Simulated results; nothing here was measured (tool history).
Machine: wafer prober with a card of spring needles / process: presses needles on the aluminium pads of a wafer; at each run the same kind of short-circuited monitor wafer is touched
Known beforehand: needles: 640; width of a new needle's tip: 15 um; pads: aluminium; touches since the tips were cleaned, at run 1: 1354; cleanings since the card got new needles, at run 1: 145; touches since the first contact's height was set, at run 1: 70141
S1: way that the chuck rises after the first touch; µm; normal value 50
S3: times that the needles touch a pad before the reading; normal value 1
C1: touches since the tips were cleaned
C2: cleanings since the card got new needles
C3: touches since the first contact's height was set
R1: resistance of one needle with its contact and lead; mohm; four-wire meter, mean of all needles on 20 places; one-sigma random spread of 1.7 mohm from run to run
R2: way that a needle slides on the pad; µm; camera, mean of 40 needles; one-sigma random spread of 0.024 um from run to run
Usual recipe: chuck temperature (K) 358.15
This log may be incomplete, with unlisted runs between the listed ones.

run 1 day=0 | S1=50 chuck_temperature_(K)=358.15 S3=1 | C1=1354 C2=145 C3=70141 | R1=225 R2=7.61
-- day=0.117 tips cleaned on abrasive film
-- day=0.342 tips cleaned on abrasive film
-- day=0.617 tips cleaned on abrasive film
-- day=0.896 tips cleaned on abrasive film
-- day=1.171 tips cleaned on abrasive film
-- day=1.45 tips cleaned on abrasive film
run 2 day=1.542 | S1=50 chuck_temperature_(K)=358.15 S3=2 | C1=1122 C2=151 C3=88839 | R1=205 R2=7.51
-- day=1.708 tips cleaned on abrasive film
-- day=1.933 tips cleaned on abrasive film
-- day=2.208 tips cleaned on abrasive film
-- day=2.433 tips cleaned on abrasive film
-- day=2.708 tips cleaned on abrasive film
run 3 day=2.9 | S1=50 chuck_temperature_(K)=358.15 S3=2 | C1=2330 C2=156 C3=105332 | R1=228 R2=7.48
-- day=2.958 tips cleaned on abrasive film
-- day=3.179 tips cleaned on abrasive film
-- day=3.458 tips cleaned on abrasive film
-- day=3.738 tips cleaned on abrasive film
-- day=4.012 tips cleaned on abrasive film
run 4 day=4.162 | S1=50 chuck_temperature_(K)=358.15 S3=1 | C1=1852 C2=161 C3=120671 | R1=256 R2=7.46
-- day=4.279 tips cleaned on abrasive film
-- day=4.554 tips cleaned on abrasive film
-- day=4.779 tips cleaned on abrasive film
-- day=4.846 height of the first contact set anew
-- day=5.067 tips cleaned on abrasive film
run 5 day=5.096 | S1=50 chuck_temperature_(K)=358.15 S3=1 | C1=319 C2=165 C3=3018 | R1=203 R2=7.83
-- day=5.317 tips cleaned on abrasive film
-- day=5.596 tips cleaned on abrasive film
-- day=5.817 tips cleaned on abrasive film
-- day=6.096 tips cleaned on abrasive film
run 6 day=6.138 | S1=50 chuck_temperature_(K)=358.15 S3=1 | C1=545 C2=169 C3=15703 | R1=211 R2=7.81
-- day=6.362 tips cleaned on abrasive film
-- day=6.583 tips cleaned on abrasive film
-- day=6.862 tips cleaned on abrasive film
-- day=7.083 tips cleaned on abrasive film
-- day=7.362 tips cleaned on abrasive film
run 7 day=7.504 | S1=50 chuck_temperature_(K)=358.15 S3=1 | C1=1730 C2=174 C3=32269 | R1=237 R2=7.74
-- day=7.617 tips cleaned on abrasive film
-- day=7.896 tips cleaned on abrasive film
-- day=8.117 tips cleaned on abrasive film
-- day=8.396 tips cleaned on abrasive film
-- day=8.617 tips cleaned on abrasive film
run 8 day=8.804 | S1=50 chuck_temperature_(K)=358.15 S3=2 | C1=2307 C2=179 C3=48065 | R1=230 R2=7.7
-- day=8.862 tips cleaned on abrasive film
-- day=9.142 tips cleaned on abrasive film
-- day=9.421 tips cleaned on abrasive film
-- day=9.696 tips cleaned on abrasive film
-- day=9.975 tips cleaned on abrasive film
-- day=10.088 tips cleaned on abrasive film, once more
-- day=10.312 tips cleaned on abrasive film
run 9 day=10.458 | S1=50 chuck_temperature_(K)=358.15 S3=1 | C1=1831 C2=186 C3=68106 | R1=252 R2=7.62
-- day=10.571 tips cleaned on abrasive film
-- day=10.796 tips cleaned on abrasive film
-- day=11.075 tips cleaned on abrasive film
-- day=11.35 tips cleaned on abrasive film
run 10 day=11.562 | S1=50 chuck_temperature_(K)=358.15 S3=1 | C1=2609 C2=190 C3=81505 | R1=269 R2=7.57
-- day=11.621 tips cleaned on abrasive film
-- day=11.9 tips cleaned on abrasive film
-- day=12.121 tips cleaned on abrasive film
-- day=12.367 tips cleaned on abrasive film
run 11 day=12.367 | S1=50 chuck_temperature_(K)=358.15 S3=1 | C1=0 C2=194 C3=91197 | R1=190 R2=7.52
-- day=12.588 tips cleaned on abrasive film
-- day=12.867 tips cleaned on abrasive film
-- day=13.142 tips cleaned on abrasive film
-- day=13.421 tips cleaned on abrasive film
-- day=13.683 tips cleaned on abrasive film
run 12 day=13.683 | S1=50 chuck_temperature_(K)=358.15 S3=1 | C1=0 C2=199 C3=107215 | R1=195 R2=7.55
-- day=13.962 tips cleaned on abrasive film
-- day=14.238 tips cleaned on abrasive film
-- day=14.462 tips cleaned on abrasive film
run 13 day=14.596 | S1=50 chuck_temperature_(K)=358.15 S3=1 | C1=1627 C2=202 C3=118283 | R1=247 R2=7.45
-- day=14.708 tips cleaned on abrasive film
-- day=14.988 tips cleaned on abrasive film
-- day=15.208 tips cleaned on abrasive film
-- day=15.488 tips cleaned on abrasive film
-- day=15.5 height of the first contact set anew
run 14 day=15.558 | S1=50 chuck_temperature_(K)=358.15 S3=1 | C1=727 C2=206 C3=727 | R1=220 R2=7.83
-- day=15.725 tips cleaned on abrasive film
-- day=15.95 tips cleaned on abrasive film
-- day=16.171 tips cleaned on abrasive film
-- day=16.45 tips cleaned on abrasive film
-- day=16.671 tips cleaned on abrasive film
-- day=16.896 tips cleaned on abrasive film
-- day=17.175 tips cleaned on abrasive film
run 15 day=17.192 | S1=58 chuck_temperature_(K)=358.15 S3=1 | C1=238 C2=213 C3=20530 | R1=193 R2=9
-- day=17.417 tips cleaned on abrasive film
-- day=17.638 tips cleaned on abrasive film
-- day=17.917 tips cleaned on abrasive film
-- day=18.192 tips cleaned on abrasive film
run 16 day=18.204 | S1=51 chuck_temperature_(K)=358.15 S3=2 | C1=116 C2=217 C3=32784 | R1=186 R2=7.9
-- day=18.425 tips cleaned on abrasive film
-- day=18.65 tips cleaned on abrasive film
-- day=18.925 tips cleaned on abrasive film
-- day=19.204 tips cleaned on abrasive film
run 17 day=19.396 | S1=31 chuck_temperature_(K)=336.15 S3=1 | C1=2362 C2=221 C3=47283 | R1=404 R2=4.73
-- day=19.454 tips cleaned on abrasive film
-- day=19.675 tips cleaned on abrasive film
-- day=19.954 tips cleaned on abrasive film
-- day=20.233 tips cleaned on abrasive film
-- day=20.454 tips cleaned on abrasive film
-- day=20.729 tips cleaned on abrasive film
run 18 day=20.729 | S1=31 chuck_temperature_(K)=336.15 S3=1 | C1=0 C2=227 C3=63451 | R1=224 R2=4.65
-- day=20.954 tips cleaned on abrasive film
-- day=21.175 tips cleaned on abrasive film
-- day=21.4 tips cleaned on abrasive film
-- day=21.679 tips cleaned on abrasive film
run 19 day=21.8 | S1=69 chuck_temperature_(K)=396.15 S3=1 | C1=1535 C2=231 C3=76452 | R1=212 R2=10.55
-- day=21.917 tips cleaned on abrasive film
-- day=22.138 tips cleaned on abrasive film
-- day=22.417 tips cleaned on abrasive film
run 20 day=22.517 | S1=37 chuck_temperature_(K)=395.15 S3=1 | C1=1223 C2=234 C3=85094 | R1=279 R2=5.53
-- day=22.683 tips cleaned on abrasive film
-- day=22.904 tips cleaned on abrasive film
-- day=23.129 tips cleaned on abrasive film
-- day=23.408 tips cleaned on abrasive film
-- day=23.683 tips cleaned on abrasive film
-- day=23.908 tips cleaned on abrasive film
run 21 day=24.012 | S1=37 chuck_temperature_(K)=395.15 S3=1 | C1=1320 C2=240 C3=103274 | R1=305 R2=5.52
-- day=24.183 tips cleaned on abrasive film
-- day=24.458 tips cleaned on abrasive film
-- day=24.683 tips cleaned on abrasive film
run 22 day=24.742 | S1=39 chuck_temperature_(K)=314.15 S3=2 | C1=698 C2=243 C3=112065 | R1=218 R2=5.78
-- day=24.908 tips cleaned on abrasive film
-- day=25.188 tips cleaned on abrasive film
-- day=25.408 tips cleaned on abrasive film
run 23 day=25.508 | S1=39 chuck_temperature_(K)=314.15 S3=2 | C1=1219 C2=246 C3=121379 | R1=234 R2=5.72
-- day=25.675 tips cleaned on abrasive film
-- day=25.954 tips cleaned on abrasive film
-- day=26.129 height of the first contact set anew
-- day=26.242 tips cleaned on abrasive film
run 24 day=26.25 | S1=50 chuck_temperature_(K)=372.15 S3=2 | C1=59 C2=249 C3=1408 | R1=194 R2=7.79

What differs in the tool's unlogged condition from the final listed run ahead of each entry between runs to the first listed run following it?
From run 1 to run 2: tips cleaned on abrasive film (day 0.117); tips cleaned on abrasive film (day 0.342); tips cleaned on abrasive film (day 0.617); tips cleaned on abrasive film (day 0.896); tips cleaned on abrasive film (day 1.171); tips cleaned on abrasive film (day 1.45)
  debris on the tips, nm: 43.2 -> 37.8; way that the needles fall short of the set height, um: 1.13 -> 1.56; tips' diameter, um: 17.57 -> 18.95
  the result without the hidden state subtracted from the measured one, R1: +45 -> +29 mohm; R2: -0.18 -> -0.25 µm
From run 2 to run 3: tips cleaned on abrasive film (day 1.708); tips cleaned on abrasive film (day 1.933); tips cleaned on abrasive film (day 2.208); tips cleaned on abrasive film (day 2.433); tips cleaned on abrasive film (day 2.708)
  debris on the tips, nm: 37.8 -> 67.1; way that the needles fall short of the set height, um: 1.56 -> 1.83; tips' diameter, um: 18.95 -> 19.05
  the result without the hidden state subtracted from the measured one, R1: +29 -> +50 mohm; R2: -0.25 -> -0.29 µm
From run 3 to run 4: tips cleaned on abrasive film (day 2.958); tips cleaned on abrasive film (day 3.179); tips cleaned on abrasive film (day 3.458); tips cleaned on abrasive film (day 3.738); tips cleaned on abrasive film (day 4.012)
  debris on the tips, nm: 67.1 -> 64.5; way that the needles fall short of the set height, um: 1.83 -> 2.07; tips' diameter, um: 19.05 -> 19.13
  the result without the hidden state subtracted from the measured one, R1: +50 -> +78 mohm; R2: -0.29 -> -0.33 µm
From run 4 to run 5: tips cleaned on abrasive film (day 4.279); tips cleaned on abrasive film (day 4.554); tips cleaned on abrasive film (day 4.779); height of the first contact set anew (day 4.846); tips cleaned on abrasive film (day 5.067)
  debris on the tips, nm: 64.5 -> 19.7; way that the needles fall short of the set height, um: 2.07 -> 0.05; tips' diameter, um: 19.13 -> 19.2
  the result without the hidden state subtracted from the measured one, R1: +78 -> +26 mohm; R2: -0.33 -> +0 µm
From run 5 to run 6: tips cleaned on abrasive film (day 5.317); tips cleaned on abrasive film (day 5.596); tips cleaned on abrasive film (day 5.817); tips cleaned on abrasive film (day 6.096)
  debris on the tips, nm: 19.7 -> 25.8; way that the needles fall short of the set height, um: 0.05 -> 0.27; tips' diameter, um: 19.2 -> 19.28
  the result without the hidden state subtracted from the measured one, R1: +26 -> +33 mohm; R2: +0 -> -0.04 µm
From run 6 to run 7: tips cleaned on abrasive film (day 6.362); tips cleaned on abrasive film (day 6.583); tips cleaned on abrasive film (day 6.862); tips cleaned on abrasive film (day 7.083); tips cleaned on abrasive film (day 7.362)
  debris on the tips, nm: 25.8 -> 52.9; way that the needles fall short of the set height, um: 0.27 -> 0.53; tips' diameter, um: 19.28 -> 19.37
  the result without the hidden state subtracted from the measured one, R1: +33 -> +62 mohm; R2: -0.04 -> -0.08 µm
From run 7 to run 8: tips cleaned on abrasive film (day 7.617); tips cleaned on abrasive film (day 7.896); tips cleaned on abrasive film (day 8.117); tips cleaned on abrasive film (day 8.396); tips cleaned on abrasive film (day 8.617)
  debris on the tips, nm: 52.9 -> 71; way that the needles fall short of the set height, um: 0.53 -> 0.82; tips' diameter, um: 19.37 -> 19.47
  the result without the hidden state subtracted from the measured one, R1: +62 -> +52 mohm; R2: -0.08 -> -0.12 µm
From run 8 to run 9: tips cleaned on abrasive film (day 8.862); tips cleaned on abrasive film (day 9.142); tips cleaned on abrasive film (day 9.421); tips cleaned on abrasive film (day 9.696); tips cleaned on abrasive film (day 9.975); tips cleaned on abrasive film, once more (day 10.088); tips cleaned on abrasive film (day 10.312)
  debris on the tips, nm: 71 -> 62.7; way that the needles fall short of the set height, um: 0.82 -> 1.21; tips' diameter, um: 19.47 -> 19.61
  the result without the hidden state subtracted from the measured one, R1: +52 -> +76 mohm; R2: -0.12 -> -0.19 µm
From run 9 to run 10: tips cleaned on abrasive film (day 10.571); tips cleaned on abrasive film (day 10.796); tips cleaned on abrasive film (day 11.075); tips cleaned on abrasive film (day 11.35)
  debris on the tips, nm: 62.7 -> 75.1; way that the needles fall short of the set height, um: 1.21 -> 1.43; tips' diameter, um: 19.61 -> 19.69
  the result without the hidden state subtracted from the measured one, R1: +76 -> +93 mohm; R2: -0.19 -> -0.22 µm
From run 10 to run 11: tips cleaned on abrasive film (day 11.621); tips cleaned on abrasive film (day 11.9); tips cleaned on abrasive film (day 12.121); tips cleaned on abrasive film (day 12.367)
  debris on the tips, nm: 75.1 -> 7.1; way that the needles fall short of the set height, um: 1.43 -> 1.66; tips' diameter, um: 19.69 -> 19.77
  the result without the hidden state subtracted from the measured one, R1: +93 -> +15 mohm; R2: -0.22 -> -0.26 µm
From run 11 to run 12: tips cleaned on abrasive film (day 12.588); tips cleaned on abrasive film (day 12.867); tips cleaned on abrasive film (day 13.142); tips cleaned on abrasive film (day 13.421); tips cleaned on abrasive film (day 13.683)
  debris on the tips, nm: 7.1 -> 9.5; way that the needles fall short of the set height, um: 1.66 -> 1.9; tips' diameter, um: 19.77 -> 19.85
  the result without the hidden state subtracted from the measured one, R1: +15 -> +18 mohm; R2: -0.26 -> -0.3 µm
From run 12 to run 13: tips cleaned on abrasive film (day 13.962); tips cleaned on abrasive film (day 14.238); tips cleaned on abrasive film (day 14.462)
  debris on the tips, nm: 9.5 -> 52.7; way that the needles fall short of the set height, um: 1.9 -> 2.09; tips' diameter, um: 19.85 -> 19.92
  the result without the hidden state subtracted from the measured one, R1: +18 -> +70 mohm; R2: -0.3 -> -0.33 µm
From run 13 to run 14: tips cleaned on abrasive film (day 14.708); tips cleaned on abrasive film (day 14.988); tips cleaned on abrasive film (day 15.208); tips cleaned on abrasive film (day 15.488); height of the first contact set anew (day 15.5)
  debris on the tips, nm: 52.7 -> 33.7; way that the needles fall short of the set height, um: 2.09 -> 0; tips' diameter, um: 19.92 -> 19.99
  the result without the hidden state subtracted from the measured one, R1: +70 -> +44 mohm; R2: -0.33 -> +0 µm
From run 14 to run 15: tips cleaned on abrasive film (day 15.725); tips cleaned on abrasive film (day 15.95); tips cleaned on abrasive film (day 16.171); tips cleaned on abrasive film (day 16.45); tips cleaned on abrasive film (day 16.671); tips cleaned on abrasive film (day 16.896); tips cleaned on abrasive film (day 17.175)
  debris on the tips, nm: 33.7 -> 15.2; way that the needles fall short of the set height, um: 0 -> 0.32; tips' diameter, um: 19.99 -> 20.1
  the result without the hidden state subtracted from the measured one, R1: +44 -> +19 mohm; R2: +0 -> -0.05 µm
From run 15 to run 16: tips cleaned on abrasive film (day 17.417); tips cleaned on abrasive film (day 17.638); tips cleaned on abrasive film (day 17.917); tips cleaned on abrasive film (day 18.192)
  debris on the tips, nm: 15.2 -> 8.9; way that the needles fall short of the set height, um: 0.32 -> 0.55; tips' diameter, um: 20.1 -> 20.18
  the result without the hidden state subtracted from the measured one, R1: +19 -> +12 mohm; R2: -0.05 -> -0.08 µm
From run 16 to run 17: tips cleaned on abrasive film (day 18.425); tips cleaned on abrasive film (day 18.65); tips cleaned on abrasive film (day 18.925); tips cleaned on abrasive film (day 19.204)
  debris on the tips, nm: 8.9 -> 70.5; way that the needles fall short of the set height, um: 0.55 -> 0.76; tips' diameter, um: 20.18 -> 20.26
  the result without the hidden state subtracted from the measured one, R1: +12 -> +221 mohm; R2: -0.08 -> -0.12 µm
From run 17 to run 18: tips cleaned on abrasive film (day 19.454); tips cleaned on abrasive film (day 19.675); tips cleaned on abrasive film (day 19.954); tips cleaned on abrasive film (day 20.233); tips cleaned on abrasive film (day 20.454); tips cleaned on abrasive film (day 20.729)
  debris on the tips, nm: 70.5 -> 8.1; way that the needles fall short of the set height, um: 0.76 -> 1.1; tips' diameter, um: 20.26 -> 20.37
  the result without the hidden state subtracted from the measured one, R1: +221 -> +37 mohm; R2: -0.12 -> -0.17 µm
From run 18 to run 19: tips cleaned on abrasive film (day 20.954); tips cleaned on abrasive film (day 21.175); tips cleaned on abrasive film (day 21.4); tips cleaned on abrasive film (day 21.679)
  debris on the tips, nm: 8.1 -> 47.9; way that the needles fall short of the set height, um: 1.1 -> 1.31; tips' diameter, um: 20.37 -> 20.45
  the result without the hidden state subtracted from the measured one, R1: +37 -> +35 mohm; R2: -0.17 -> -0.21 µm
From run 19 to run 20: tips cleaned on abrasive film (day 21.917); tips cleaned on abrasive film (day 22.138); tips cleaned on abrasive film (day 22.417)
  debris on the tips, nm: 47.9 -> 37.1; way that the needles fall short of the set height, um: 1.31 -> 1.47; tips' diameter, um: 20.45 -> 20.51
  the result without the hidden state subtracted from the measured one, R1: +35 -> +88 mohm; R2: -0.21 -> -0.23 µm
From run 20 to run 21: tips cleaned on abrasive film (day 22.683); tips cleaned on abrasive film (day 22.904); tips cleaned on abrasive film (day 23.129); tips cleaned on abrasive film (day 23.408); tips cleaned on abrasive film (day 23.683); tips cleaned on abrasive film (day 23.908)
  debris on the tips, nm: 37.1 -> 46.2; way that the needles fall short of the set height, um: 1.47 -> 1.78; tips' diameter, um: 20.51 -> 20.61
  the result without the hidden state subtracted from the measured one, R1: +88 -> +111 mohm; R2: -0.23 -> -0.28 µm
From run 21 to run 22: tips cleaned on abrasive film (day 24.183); tips cleaned on abrasive film (day 24.458); tips cleaned on abrasive film (day 24.683)
  debris on the tips, nm: 46.2 -> 28.3; way that the needles fall short of the set height, um: 1.78 -> 1.92; tips' diameter, um: 20.61 -> 20.66
  the result without the hidden state subtracted from the measured one, R1: +111 -> +46 mohm; R2: -0.28 -> -0.3 µm
From run 22 to run 23: tips cleaned on abrasive film (day 24.908); tips cleaned on abrasive film (day 25.188); tips cleaned on abrasive film (day 25.408)
  debris on the tips, nm: 28.3 -> 40.4; way that the needles fall short of the set height, um: 1.92 -> 2.05; tips' diameter, um: 20.66 -> 20.71
  the result without the hidden state subtracted from the measured one, R1: +46 -> +64 mohm; R2: -0.3 -> -0.32 µm
From run 23 to run 24: tips cleaned on abrasive film (day 25.675); tips cleaned on abrasive film (day 25.954); height of the first contact set anew (day 26.129); tips cleaned on abrasive film (day 26.242)
  debris on the tips, nm: 40.4 -> 7.6; way that the needles fall short of the set height, um: 2.05 -> 0.04; tips' diameter, um: 20.71 -> 20.77
  the result without the hidden state subtracted from the measured one, R1: +64 -> +12 mohm; R2: -0.32 -> -0.01 µm
